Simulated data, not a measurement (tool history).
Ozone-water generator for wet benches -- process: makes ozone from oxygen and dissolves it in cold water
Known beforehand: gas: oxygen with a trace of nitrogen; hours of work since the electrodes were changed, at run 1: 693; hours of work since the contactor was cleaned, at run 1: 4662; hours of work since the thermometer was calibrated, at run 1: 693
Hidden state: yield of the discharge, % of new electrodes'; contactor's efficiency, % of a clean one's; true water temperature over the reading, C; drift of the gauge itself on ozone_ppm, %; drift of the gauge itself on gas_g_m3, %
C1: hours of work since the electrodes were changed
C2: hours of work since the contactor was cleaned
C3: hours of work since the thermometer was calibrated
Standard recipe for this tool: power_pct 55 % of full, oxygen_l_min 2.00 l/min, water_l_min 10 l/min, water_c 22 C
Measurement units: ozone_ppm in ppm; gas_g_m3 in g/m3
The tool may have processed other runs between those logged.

{"run": 1, "hour": 0.0, "power_pct": 55, "oxygen_l_min": 2.0, "water_l_min": 10, "water_c": 22, "C1": 693, "C2": 4662, "C3": 693, "ozone_ppm": 17.8, "gas_g_m3": 188.2}
{"run": 2, "hour": 64.9, "power_pct": 55, "oxygen_l_min": 2.0, "water_l_min": 10, "water_c": 22, "C1": 754, "C2": 4724, "C3": 754, "ozone_ppm": 17.6, "gas_g_m3": 186.9}
{"hour": 76.1, "done": "contactor cleaned"}
{"run": 3, "hour": 121.0, "power_pct": 55, "oxygen_l_min": 2.0, "water_l_min": 10, "water_c": 22, "C1": 804, "C2": 43, "C3": 804, "ozone_ppm": 17.3, "gas_g_m3": 187.4}
{"run": 4, "hour": 207.7, "power_pct": 55, "oxygen_l_min": 2.0, "water_l_min": 10, "water_c": 22, "C1": 886, "C2": 125, "C3": 886, "ozone_ppm": 17.3, "gas_g_m3": 187.1}
{"run": 5, "hour": 293.5, "power_pct": 55, "oxygen_l_min": 2.0, "water_l_min": 10, "water_c": 22, "C1": 967, "C2": 206, "C3": 967, "ozone_ppm": 17.3, "gas_g_m3": 187.5}
{"run": 6, "hour": 391.5, "power_pct": 55, "oxygen_l_min": 1.15, "water_l_min": 10, "water_c": 22, "C1": 1060, "C2": 299, "C3": 1060, "ozone_ppm": 17.1, "gas_g_m3": 270.1}
{"hour": 408.5, "done": "contactor cleaned, once more"}
{"run": 7, "hour": 468.0, "power_pct": 55, "oxygen_l_min": 1.15, "water_l_min": 10, "water_c": 22, "C1": 1128, "C2": 56, "C3": 1128, "ozone_ppm": 18.9, "gas_g_m3": 267.1}
{"run": 8, "hour": 508.5, "power_pct": 48, "oxygen_l_min": 2.0, "water_l_min": 10, "water_c": 22, "C1": 1167, "C2": 95, "C3": 1167, "ozone_ppm": 16.9, "gas_g_m3": 172.8}
{"run": 9, "hour": 596.4, "power_pct": 48, "oxygen_l_min": 2.0, "water_l_min": 10, "water_c": 22, "C1": 1250, "C2": 178, "C3": 1250, "ozone_ppm": 17.0, "gas_g_m3": 171.8}
{"run": 10, "hour": 688.0, "power_pct": 55, "oxygen_l_min": 2.8, "water_l_min": 10, "water_c": 22, "C1": 1337, "C2": 265, "C3": 1337, "ozone_ppm": 17.7, "gas_g_m3": 149.4}
{"run": 11, "hour": 785.7, "power_pct": 41, "oxygen_l_min": 2.8, "water_l_min": 11, "water_c": 22, "C1": 1429, "C2": 357, "C3": 1429, "ozone_ppm": 14.1, "gas_g_m3": 126.0}
{"run": 12, "hour": 840.6, "power_pct": 41, "oxygen_l_min": 2.8, "water_l_min": 11, "water_c": 22, "C1": 1481, "C2": 409, "C3": 1481, "ozone_ppm": 13.8, "gas_g_m3": 126.4}
{"run": 13, "hour": 898.1, "power_pct": 41, "oxygen_l_min": 2.8, "water_l_min": 11, "water_c": 22, "C1": 1536, "C2": 464, "C3": 1536, "ozone_ppm": 14.0, "gas_g_m3": 127.6}

4 ways to go on from here, each from the tool as it stands after run 13. What would each give?
{"run": "A", "hour": 987.1, "power_pct": 72, "oxygen_l_min": 2.8, "water_l_min": 13, "water_c": 22, "C1": 1620, "C2": 548, "C3": 1620, "ozone_ppm": "?", "gas_g_m3": "?"}
{"run": "B", "hour": 987.1, "power_pct": 55, "oxygen_l_min": 1.99, "water_l_min": 10, "water_c": 22, "C1": 1620, "C2": 548, "C3": 1620, "ozone_ppm": "?", "gas_g_m3": "?"}
{"run": "C", "hour": 987.1, "power_pct": 93, "oxygen_l_min": 1.08, "water_l_min": 10, "water_c": 22, "C1": 1620, "C2": 548, "C3": 1620, "ozone_ppm": "?", "gas_g_m3": "?"}
{"run": "D", "hour": 987.1, "power_pct": 50, "oxygen_l_min": 1.12, "water_l_min": 10, "water_c": 19, "C1": 1620, "C2": 548, "C3": 1620, "ozone_ppm": "?", "gas_g_m3": "?"}

run=A ozone_ppm=16.9 gas_g_m3=174.0
run=B ozone_ppm=18.1 gas_g_m3=186.1
run=C ozone_ppm=24.9 gas_g_m3=377.8
run=D ozone_ppm=17.7 gas_g_m3=258.3
Take away the tool's hidden state, keep each run's random variation, and the runs would have read:
run=A ozone_ppm=17.4 gas_g_m3=176.9
run=B ozone_ppm=18.6 gas_g_m3=188.6
run=C ozone_ppm=25.6 gas_g_m3=384.8
run=D ozone_ppm=18.2 gas_g_m3=261.6
